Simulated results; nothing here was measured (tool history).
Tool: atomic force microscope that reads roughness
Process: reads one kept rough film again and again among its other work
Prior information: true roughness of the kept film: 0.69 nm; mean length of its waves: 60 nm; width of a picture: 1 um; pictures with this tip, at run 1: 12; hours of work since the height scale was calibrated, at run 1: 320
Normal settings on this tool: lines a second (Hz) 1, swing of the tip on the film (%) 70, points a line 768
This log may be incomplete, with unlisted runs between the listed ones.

run   hour  lines a second (Hz)  swing of the tip on the film (%)  points a line  pictures with this tip  hours of work since the height scale was calibrated  roughness of the kept film (nm (root mean square))
  1      0                    1                                70            768                      12                                                  320                                               0.651
  2   38.1                 1.89                                70            768                      77                                                  341                                               0.611
        52  -- new tip fitted
       108  -- new tip fitted
  3  120.5                 1.89                                70            768                      21                                                  384                                                0.62
     165.5  -- new tip fitted
  4  193.1                 1.89                                70            768                      47                                                  422                                               0.615
     221.9  -- new tip fitted
  5  275.9                 1.89                                70            768                      92                                                  466                                               0.613
     280.3  -- new tip fitted
  6  315.2                 1.89                                70            768                      59                                                  487                                               0.617
       337  -- new tip fitted
  7  366.5                    1                                73            768                      50                                                  514                                               0.638
       396  -- new tip fitted
  8  405.9                    1                                73            768                      17                                                  535                                               0.646
     453.3  -- new tip fitted
  9  468.2                    1                                73            768                      26                                                  568                                               0.643
     513.2  -- new tip fitted
 10  520.2                    1                                55            768                      12                                                  595                                               0.675
     573.4  -- new tip fitted
 11  602.7                 0.87                                66            629                      50                                                  639                                               0.661
     630.3  -- new tip fitted
     685.9  -- new tip fitted
 12  690.1                 1.16                                64            891                       7                                                  685                                               0.661
     741.5  -- new tip fitted
 13  757.8                 1.39                                70            768                      28                                                  721                                               0.639
     797.3  -- new tip fitted
 14  806.8                 1.39                                70            308                      16                                                  746                                               0.635
     852.5  -- new tip fitted
 15  869.1                    1                                80            784                      28                                                  779                                               0.626
     908.7  -- new tip fitted
 16  919.7                    1                                80            784                      18                                                  806                                               0.628

3 options for the next run, each taken on its own from the tool as it stands now. Forecast them:
     965.7  -- new tip fitted
  A  998.2                 2.83                                57            546                      55                                                  847                                                   ?
     965.7  -- new tip fitted
  B  998.2                 0.65                                59            788                      55                                                  847                                                   ?
     965.7  -- new tip fitted
  C  998.2                 1.33                                76            512                      55                                                  847                                                   ?

run  roughness of the kept film (nm (root mean square))
  A                                               0.644
  B                                                0.68
  C                                               0.618
Had the tool no hidden state, the same runs would have come out as:
run  roughness of the kept film (nm (root mean square))
  A                                                0.64
  B                                               0.675
  C                                               0.614

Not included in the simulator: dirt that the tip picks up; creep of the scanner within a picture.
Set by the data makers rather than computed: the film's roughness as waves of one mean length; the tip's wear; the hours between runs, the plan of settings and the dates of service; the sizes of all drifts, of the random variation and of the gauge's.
